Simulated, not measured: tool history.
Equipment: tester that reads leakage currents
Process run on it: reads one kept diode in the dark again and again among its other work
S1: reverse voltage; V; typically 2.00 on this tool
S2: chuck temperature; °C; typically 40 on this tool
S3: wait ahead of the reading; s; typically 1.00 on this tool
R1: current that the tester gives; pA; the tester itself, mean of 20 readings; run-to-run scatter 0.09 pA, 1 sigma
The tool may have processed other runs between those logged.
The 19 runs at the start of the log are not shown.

run	hour	S1	S2	S3	R1
20	1240.3	4.02	20	0.63	11.65
21	1280.3	8.44	40	5.39	48.18
22	1317.9	8.44	48	5.39	78.16
23	1399.6	11.10	48	5.39	87.70
24	1471.6	2.00	40	0.80	28.19
25	1532.4	2.82	22	0.85	10.70
26	1613.4	2.45	36	1.00	23.61
27	1675.5	1.53	34	2.65	17.02
28	1713.1	1.27	40	6.90	23.20
29	1762.9	2.52	40	4.47	30.54
30	1847.0	1.03	55	1.66	54.20
31	1911.3	1.03	34	1.66	14.83
32	1952.8	1.03	34	1.66	14.76
33	1999.3	1.88	40	5.28	27.43
34	2061.7	1.88	40	5.28	27.56

4 ways to go on from here, each from the tool as it stands after run 34. What would each give?
A	2123.4	2.29	30	2.70	?
B	2123.4	2.00	40	0.54	?
C	2123.4	8.72	53	1.30	?
D	2123.4	2.00	24	4.02	?

run	R1
A	15.78
B	29.17
C	111.76
D	10.22
The same runs, with their run-to-run variation unchanged, on a tool lacking any hidden condition would have given:
run	R1
A	13.14
B	25.71
C	98.42
D	8.19
